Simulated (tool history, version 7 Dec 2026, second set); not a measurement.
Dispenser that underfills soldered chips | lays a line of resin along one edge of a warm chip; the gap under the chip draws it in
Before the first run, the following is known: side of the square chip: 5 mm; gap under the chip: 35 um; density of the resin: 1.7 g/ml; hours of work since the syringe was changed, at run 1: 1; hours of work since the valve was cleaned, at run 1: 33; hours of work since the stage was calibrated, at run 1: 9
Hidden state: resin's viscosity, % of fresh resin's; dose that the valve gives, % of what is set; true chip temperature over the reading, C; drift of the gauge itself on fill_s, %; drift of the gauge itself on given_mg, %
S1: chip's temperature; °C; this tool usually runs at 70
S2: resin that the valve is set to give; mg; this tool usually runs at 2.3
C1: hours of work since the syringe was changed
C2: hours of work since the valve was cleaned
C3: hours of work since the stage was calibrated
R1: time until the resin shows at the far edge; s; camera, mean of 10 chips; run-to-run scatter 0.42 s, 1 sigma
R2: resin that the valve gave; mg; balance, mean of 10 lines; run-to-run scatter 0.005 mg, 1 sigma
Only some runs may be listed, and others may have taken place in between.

| run | hour | S1 | S2 | C1 | C2 | C3 | R1 | R2 |
|---|---|---|---|---|---|---|---|---|
| 1 | 0 | 70 | 2.3 | 1 | 33 | 9 | 30.3 | 2.238 |
| 2 | 7.4 | 70 | 2.3 | 6 | 39 | 15 | 43.8 | 2.234 |
|  | 17 | new syringe of resin |
| 3 | 18 | 70 | 2.96 | 1 | 46 | 23 | 30.9 | 2.85 |
|  | 26.6 | dispensing valve cleaned and set on the balance |
| 4 | 33.1 | 63 | 2.96 | 11 | 5 | 33 | 78.9 | 2.945 |
|  | 35.4 | new syringe of resin |
| 5 | 46.3 | 63 | 2.96 | 8 | 14 | 42 | 64.9 | 2.932 |
|  | 52.2 | new syringe of resin |
| 6 | 53.6 | 63 | 2.96 | 1 | 20 | 48 | 42 | 2.918 |
| 7 | 60 | 70 | 2.3 | 6 | 24 | 52 | 44.4 | 2.274 |
|  | 69 | new syringe of resin |
| 8 | 71.3 | 70 | 2.3 | 2 | 32 | 61 | 33.6 | 2.25 |
| 9 | 81.3 | 70 | 2.61 | 9 | 40 | 68 | 53.3 | 2.532 |
|  | 85.9 | new syringe of resin |
| 10 | 88.5 | 70 | 2.23 | 2 | 45 | 73 | 33.6 | 2.149 |
| 11 | 95.2 | 70 | 2.23 | 7 | 50 | 78 | 46.2 | 2.144 |
|  | 99.5 | dispensing valve cleaned and set on the balance |
|  | 104.3 | new syringe of resin |
| 12 | 104.6 | 78 | 2.31 | 0 | 4 | 84 | 22.4 | 2.298 |
| 13 | 114.4 | 78 | 2.31 | 7 | 11 | 91 | 36.7 | 2.292 |
|  | 121.3 | new syringe of resin |
| 14 | 129.8 | 73 | 2.89 | 6 | 22 | 102 | 40.1 | 2.83 |
|  | 137.8 | new syringe of resin |
| 15 | 144.3 | 73 | 2.89 | 5 | 32 | 113 | 36.9 | 2.804 |
| 16 | 151.8 | 64 | 2.89 | 10 | 38 | 118 | 74.7 | 2.802 |
|  | 155.3 | new syringe of resin |
| 17 | 159.7 | 64 | 2.89 | 3 | 44 | 124 | 47 | 2.777 |
|  | 171.9 | dispensing valve cleaned and set on the balance |
|  | 172.8 | new syringe of resin |
| 18 | 173.7 | 64 | 2.89 | 1 | 1 | 133 | 39.8 | 2.901 |
| 19 | 180.6 | 64 | 2.03 | 6 | 6 | 138 | 58.7 | 2.013 |
| 20 | 187 | 76 | 2.54 | 10 | 11 | 143 | 47.7 | 2.515 |
|  | 189.6 | new syringe of resin |
| 21 | 201.5 | 69 | 2.78 | 9 | 21 | 154 | 54 | 2.733 |
|  | 206.8 | new syringe of resin |
| 22 | 212.2 | 69 | 2.78 | 4 | 29 | 161 | 41.5 | 2.714 |

Each row is a separate what-if for the run after 22, all from the same tool condition, not one after another. Results?
|  | 223.8 | new syringe of resin |
| A | 225.4 | 82 | 2.31 | 1 | 39 | 171 | ? | ? |
|  | 223.8 | new syringe of resin |
| B | 225.4 | 61 | 2.13 | 1 | 39 | 171 | ? | ? |
|  | 223.8 | new syringe of resin |
| C | 225.4 | 73 | 2.3 | 1 | 39 | 171 | ? | ? |

| run | R1 | R2 |
|---|---|---|
| A | 20.5 | 2.231 |
| B | 48.6 | 2.064 |
| C | 29.9 | 2.229 |
Without the tool's hidden state the same runs would have given:
| run | R1 | R2 |
|---|---|---|
| A | 18.6 | 2.303 |
| B | 43.8 | 2.131 |
| C | 27.1 | 2.301 |
